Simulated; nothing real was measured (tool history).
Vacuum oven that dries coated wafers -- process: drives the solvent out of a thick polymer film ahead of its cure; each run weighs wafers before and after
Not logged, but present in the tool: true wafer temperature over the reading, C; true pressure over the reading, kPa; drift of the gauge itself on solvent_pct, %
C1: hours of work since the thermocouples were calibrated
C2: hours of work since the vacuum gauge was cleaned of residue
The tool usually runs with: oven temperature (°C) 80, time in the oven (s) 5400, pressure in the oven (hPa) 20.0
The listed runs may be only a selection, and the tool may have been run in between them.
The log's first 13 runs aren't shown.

run 14 hour=306.3 | oven_temperature_(°C)=80 time_in_the_oven_(s)=5400 pressure_in_the_oven_(hPa)=20.0 | C1=41 C2=726 | solvent_left_in_the_film_(%)=3.29
run 15 hour=325.5 | oven_temperature_(°C)=80 time_in_the_oven_(s)=5400 pressure_in_the_oven_(hPa)=20.0 | C1=52 C2=737 | solvent_left_in_the_film_(%)=3.31
run 16 hour=354.7 | oven_temperature_(°C)=80 time_in_the_oven_(s)=5400 pressure_in_the_oven_(hPa)=15.1 | C1=69 C2=753 | solvent_left_in_the_film_(%)=3.13
run 17 hour=380.5 | oven_temperature_(°C)=80 time_in_the_oven_(s)=5400 pressure_in_the_oven_(hPa)=25.9 | C1=84 C2=768 | solvent_left_in_the_film_(%)=3.50
run 18 hour=412.2 | oven_temperature_(°C)=80 time_in_the_oven_(s)=5400 pressure_in_the_oven_(hPa)=25.9 | C1=102 C2=786 | solvent_left_in_the_film_(%)=3.43
run 19 hour=440.3 | oven_temperature_(°C)=80 time_in_the_oven_(s)=5400 pressure_in_the_oven_(hPa)=25.9 | C1=118 C2=802 | solvent_left_in_the_film_(%)=3.37
run 20 hour=456.9 | oven_temperature_(°C)=80 time_in_the_oven_(s)=5400 pressure_in_the_oven_(hPa)=25.9 | C1=127 C2=811 | solvent_left_in_the_film_(%)=3.46
run 21 hour=473.4 | oven_temperature_(°C)=80 time_in_the_oven_(s)=5400 pressure_in_the_oven_(hPa)=23.7 | C1=136 C2=821 | solvent_left_in_the_film_(%)=3.34
run 22 hour=486.8 | oven_temperature_(°C)=92 time_in_the_oven_(s)=4080 pressure_in_the_oven_(hPa)=20.0 | C1=144 C2=828 | solvent_left_in_the_film_(%)=1.05
run 23 hour=501.1 | oven_temperature_(°C)=80 time_in_the_oven_(s)=5400 pressure_in_the_oven_(hPa)=10.1 | C1=152 C2=836 | solvent_left_in_the_film_(%)=2.84
run 24 hour=532.8 | oven_temperature_(°C)=80 time_in_the_oven_(s)=5400 pressure_in_the_oven_(hPa)=75.9 | C1=170 C2=854 | solvent_left_in_the_film_(%)=5.10
run 25 hour=559.7 | oven_temperature_(°C)=80 time_in_the_oven_(s)=3300 pressure_in_the_oven_(hPa)=36.4 | C1=185 C2=870 | solvent_left_in_the_film_(%)=6.50
run 26 hour=586.1 | oven_temperature_(°C)=73 time_in_the_oven_(s)=7920 pressure_in_the_oven_(hPa)=52.0 | C1=200 C2=885 | solvent_left_in_the_film_(%)=5.54
run 27 hour=606.7 | oven_temperature_(°C)=94 time_in_the_oven_(s)=8520 pressure_in_the_oven_(hPa)=20.0 | C1=212 C2=896 | solvent_left_in_the_film_(%)=0.53
run 28 hour=632.0 | oven_temperature_(°C)=75 time_in_the_oven_(s)=8520 pressure_in_the_oven_(hPa)=22.2 | C1=227 C2=911 | solvent_left_in_the_film_(%)=3.12
run 29 hour=657.1 | oven_temperature_(°C)=94 time_in_the_oven_(s)=8400 pressure_in_the_oven_(hPa)=12.9 | C1=241 C2=925 | solvent_left_in_the_film_(%)=0.44
run 30 hour=683.0 | oven_temperature_(°C)=90 time_in_the_oven_(s)=7740 pressure_in_the_oven_(hPa)=14.5 | C1=256 C2=940 | solvent_left_in_the_film_(%)=0.52
run 31 hour=707.9 | oven_temperature_(°C)=92 time_in_the_oven_(s)=3300 pressure_in_the_oven_(hPa)=14.5 | C1=270 C2=954 | solvent_left_in_the_film_(%)=1.38
run 32 hour=732.0 | oven_temperature_(°C)=92 time_in_the_oven_(s)=3300 pressure_in_the_oven_(hPa)=14.5 | C1=283 C2=968 | solvent_left_in_the_film_(%)=1.35
run 33 hour=752.8 | oven_temperature_(°C)=92 time_in_the_oven_(s)=3300 pressure_in_the_oven_(hPa)=14.5 | C1=295 C2=979 | solvent_left_in_the_film_(%)=1.39
run 34 hour=768.1 | oven_temperature_(°C)=73 time_in_the_oven_(s)=7080 pressure_in_the_oven_(hPa)=14.5 | C1=304 C2=988 | solvent_left_in_the_film_(%)=4.51
run 35 hour=788.8 | oven_temperature_(°C)=71 time_in_the_oven_(s)=7560 pressure_in_the_oven_(hPa)=57.0 | C1=316 C2=1000 | solvent_left_in_the_film_(%)=6.97
run 36 hour=807.2 | oven_temperature_(°C)=71 time_in_the_oven_(s)=7560 pressure_in_the_oven_(hPa)=57.0 | C1=326 C2=1010 | solvent_left_in_the_film_(%)=6.86
run 37 hour=828.3 | oven_temperature_(°C)=70 time_in_the_oven_(s)=6840 pressure_in_the_oven_(hPa)=57.0 | C1=338 C2=1022 | solvent_left_in_the_film_(%)=7.90
run 38 hour=850.5 | oven_temperature_(°C)=80 time_in_the_oven_(s)=7740 pressure_in_the_oven_(hPa)=11.8 | C1=351 C2=1035 | solvent_left_in_the_film_(%)=1.59

Consider 3 possible next runs. They are alternatives, not a sequence: every one starts from the tool as it was left by run 38. What does each give?
run A hour=871.9 | oven_temperature_(°C)=68 time_in_the_oven_(s)=3660 pressure_in_the_oven_(hPa)=11.8 | C1=363 C2=1047 | solvent_left_in_the_film_(%)=?
run B hour=871.9 | oven_temperature_(°C)=72 time_in_the_oven_(s)=4320 pressure_in_the_oven_(hPa)=21.4 | C1=363 C2=1047 | solvent_left_in_the_film_(%)=?
run C hour=871.9 | oven_temperature_(°C)=80 time_in_the_oven_(s)=7740 pressure_in_the_oven_(hPa)=11.8 | C1=363 C2=1047 | solvent_left_in_the_film_(%)=?

run=A solvent_left_in_the_film_(%)=10.82
run=B solvent_left_in_the_film_(%)=8.07
run=C solvent_left_in_the_film_(%)=1.51
Stripped of hidden state, with their random variation kept, the same runs would have yielded:
run=A solvent_left_in_the_film_(%)=10.89
run=B solvent_left_in_the_film_(%)=8.16
run=C solvent_left_in_the_film_(%)=1.47
